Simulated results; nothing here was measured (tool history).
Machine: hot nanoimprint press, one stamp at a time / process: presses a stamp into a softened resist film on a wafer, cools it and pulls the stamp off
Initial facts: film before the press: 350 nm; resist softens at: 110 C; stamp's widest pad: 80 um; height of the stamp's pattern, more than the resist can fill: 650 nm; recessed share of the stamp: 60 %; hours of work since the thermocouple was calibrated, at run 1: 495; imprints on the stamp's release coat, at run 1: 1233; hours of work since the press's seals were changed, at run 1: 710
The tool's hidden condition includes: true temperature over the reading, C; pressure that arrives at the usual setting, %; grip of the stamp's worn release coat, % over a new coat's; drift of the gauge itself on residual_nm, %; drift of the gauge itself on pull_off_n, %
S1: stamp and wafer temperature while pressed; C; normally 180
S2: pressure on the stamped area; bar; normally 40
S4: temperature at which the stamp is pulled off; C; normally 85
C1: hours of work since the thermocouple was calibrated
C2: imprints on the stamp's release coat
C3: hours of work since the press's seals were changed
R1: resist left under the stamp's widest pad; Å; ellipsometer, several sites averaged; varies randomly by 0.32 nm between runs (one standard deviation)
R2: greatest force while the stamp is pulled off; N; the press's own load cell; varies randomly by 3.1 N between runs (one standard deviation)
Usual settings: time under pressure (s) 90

{"run": 1, "hour": 0.0, "S1": 180, "S2": 40, "time under pressure (s)": 90, "S4": 85, "C1": 495, "C2": 1233, "C3": 710, "R1": 1793, "R2": 149}
{"hour": 24.2, "done": "plate thermocouple calibrated"}
{"run": 2, "hour": 50.8, "S1": 168, "S2": 40, "time under pressure (s)": 90, "S4": 85, "C1": 16, "C2": 1385, "C3": 739, "R1": 2624, "R2": 148}
{"run": 3, "hour": 131.1, "S1": 180, "S2": 40, "time under pressure (s)": 90, "S4": 85, "C1": 65, "C2": 1641, "C3": 788, "R1": 1793, "R2": 150}
{"run": 4, "hour": 222.5, "S1": 188, "S2": 40, "time under pressure (s)": 90, "S4": 85, "C1": 121, "C2": 1932, "C3": 844, "R1": 1342, "R2": 154}
{"hour": 295.2, "done": "press's hydraulic seals changed and the load cell set to zero"}
{"run": 5, "hour": 295.2, "S1": 180, "S2": 40, "time under pressure (s)": 90, "S4": 75, "C1": 160, "C2": 2138, "C3": 0, "R1": 1787, "R2": 195}
{"hour": 315.3, "done": "stamp cleaned and given a new release coat"}
{"run": 6, "hour": 351.7, "S1": 180, "S2": 40, "time under pressure (s)": 90, "S4": 75, "C1": 191, "C2": 116, "C3": 31, "R1": 1785, "R2": 188}
{"run": 7, "hour": 420.2, "S1": 180, "S2": 32.1, "time under pressure (s)": 90, "S4": 75, "C1": 233, "C2": 334, "C3": 72, "R1": 1971, "R2": 189}
{"run": 8, "hour": 486.7, "S1": 187, "S2": 32.1, "time under pressure (s)": 90, "S4": 75, "C1": 273, "C2": 546, "C3": 113, "R1": 1553, "R2": 186}
{"run": 9, "hour": 564.6, "S1": 187, "S2": 32.1, "time under pressure (s)": 90, "S4": 75, "C1": 321, "C2": 794, "C3": 161, "R1": 1547, "R2": 190}
{"run": 10, "hour": 652.1, "S1": 180, "S2": 40, "time under pressure (s)": 90, "S4": 85, "C1": 374, "C2": 1073, "C3": 214, "R1": 1777, "R2": 155}
{"run": 11, "hour": 711.1, "S1": 180, "S2": 40, "time under pressure (s)": 164, "S4": 85, "C1": 410, "C2": 1261, "C3": 250, "R1": 1434, "R2": 147}
{"run": 12, "hour": 805.6, "S1": 180, "S2": 40, "time under pressure (s)": 164, "S4": 85, "C1": 468, "C2": 1562, "C3": 307, "R1": 1433, "R2": 147}
{"hour": 876.9, "done": "plate thermocouple calibrated"}
{"run": 13, "hour": 902.6, "S1": 180, "S2": 40, "time under pressure (s)": 55, "S4": 85, "C1": 16, "C2": 1861, "C3": 365, "R1": 2059, "R2": 153}
{"run": 14, "hour": 994.0, "S1": 180, "S2": 52.7, "time under pressure (s)": 90, "S4": 85, "C1": 71, "C2": 2152, "C3": 420, "R1": 1539, "R2": 155}
{"hour": 1004.3, "done": "stamp cleaned and given a new release coat"}
{"run": 15, "hour": 1042.4, "S1": 180, "S2": 29.9, "time under pressure (s)": 142, "S4": 71, "C1": 97, "C2": 121, "C3": 446, "R1": 1744, "R2": 205}
{"run": 16, "hour": 1101.7, "S1": 180, "S2": 29.9, "time under pressure (s)": 142, "S4": 71, "C1": 133, "C2": 310, "C3": 482, "R1": 1744, "R2": 208}
{"run": 17, "hour": 1193.2, "S1": 169, "S2": 29.9, "time under pressure (s)": 142, "S4": 74, "C1": 189, "C2": 601, "C3": 538, "R1": 2483, "R2": 183}
{"run": 18, "hour": 1251.0, "S1": 180, "S2": 40, "time under pressure (s)": 60, "S4": 88, "C1": 224, "C2": 785, "C3": 573, "R1": 2000, "R2": 135}
{"run": 19, "hour": 1331.8, "S1": 183, "S2": 33.2, "time under pressure (s)": 128, "S4": 89, "C1": 274, "C2": 1043, "C3": 623, "R1": 1537, "R2": 132}
{"run": 20, "hour": 1424.4, "S1": 183, "S2": 33.2, "time under pressure (s)": 128, "S4": 89, "C1": 330, "C2": 1338, "C3": 679, "R1": 1533, "R2": 131}
{"run": 21, "hour": 1476.6, "S1": 183, "S2": 33.2, "time under pressure (s)": 128, "S4": 89, "C1": 362, "C2": 1504, "C3": 711, "R1": 1529, "R2": 136}
{"run": 22, "hour": 1573.8, "S1": 191, "S2": 40, "time under pressure (s)": 115, "S4": 72, "C1": 421, "C2": 1814, "C3": 770, "R1": 1078, "R2": 202}
{"run": 23, "hour": 1670.1, "S1": 172, "S2": 35, "time under pressure (s)": 66, "S4": 88, "C1": 480, "C2": 2120, "C3": 829, "R1": 2564, "R2": 140}
{"hour": 1694.1, "done": "stamp cleaned and given a new release coat"}
{"hour": 1727.9, "done": "plate thermocouple calibrated"}
{"run": 24, "hour": 1737.2, "S1": 180, "S2": 40, "time under pressure (s)": 90, "S4": 71, "C1": 6, "C2": 127, "C3": 864, "R1": 1752, "R2": 203}
{"hour": 1774.6, "done": "press's hydraulic seals changed and the load cell set to zero"}
{"run": 25, "hour": 1800.1, "S1": 180, "S2": 38.5, "time under pressure (s)": 102, "S4": 91, "C1": 39, "C2": 302, "C3": 16, "R1": 1709, "R2": 125}
{"run": 26, "hour": 1885.1, "S1": 180, "S2": 38.5, "time under pressure (s)": 102, "S4": 91, "C1": 91, "C2": 573, "C3": 67, "R1": 1706, "R2": 124}

Each row is a separate what-if for the run after 26, all from the same tool condition, not one after another. Results?
{"run": "A", "hour": 1969.0, "S1": 174, "S2": 38.5, "time under pressure (s)": 102, "S4": 83, "C1": 142, "C2": 840, "C3": 118, "R1": "?", "R2": "?"}
{"run": "B", "hour": 1969.0, "S1": 176, "S2": 40, "time under pressure (s)": 90, "S4": 81, "C1": 142, "C2": 840, "C3": 118, "R1": "?", "R2": "?"}
{"run": "C", "hour": 1969.0, "S1": 180, "S2": 40, "time under pressure (s)": 151, "S4": 85, "C1": 142, "C2": 840, "C3": 118, "R1": "?", "R2": "?"}
{"run": "D", "hour": 1969.0, "S1": 171, "S2": 38.5, "time under pressure (s)": 143, "S4": 91, "C1": 142, "C2": 840, "C3": 118, "R1": "?", "R2": "?"}
{"run": "E", "hour": 1969.0, "S1": 180, "S2": 38.5, "time under pressure (s)": 124, "S4": 88, "C1": 142, "C2": 840, "C3": 118, "R1": "?", "R2": "?"}

run=A R1=2096 R2=154
run=B R1=1999 R2=164
run=C R1=1457 R2=149
run=D R1=2106 R2=131
run=E R1=1589 R2=135
The same runs, with their run-to-run variation unchanged, on a tool lacking any hidden condition would have given:
run=A R1=2154 R2=153
run=B R1=2055 R2=163
run=C R1=1498 R2=148
run=D R1=2165 R2=131
run=E R1=1634 R2=135
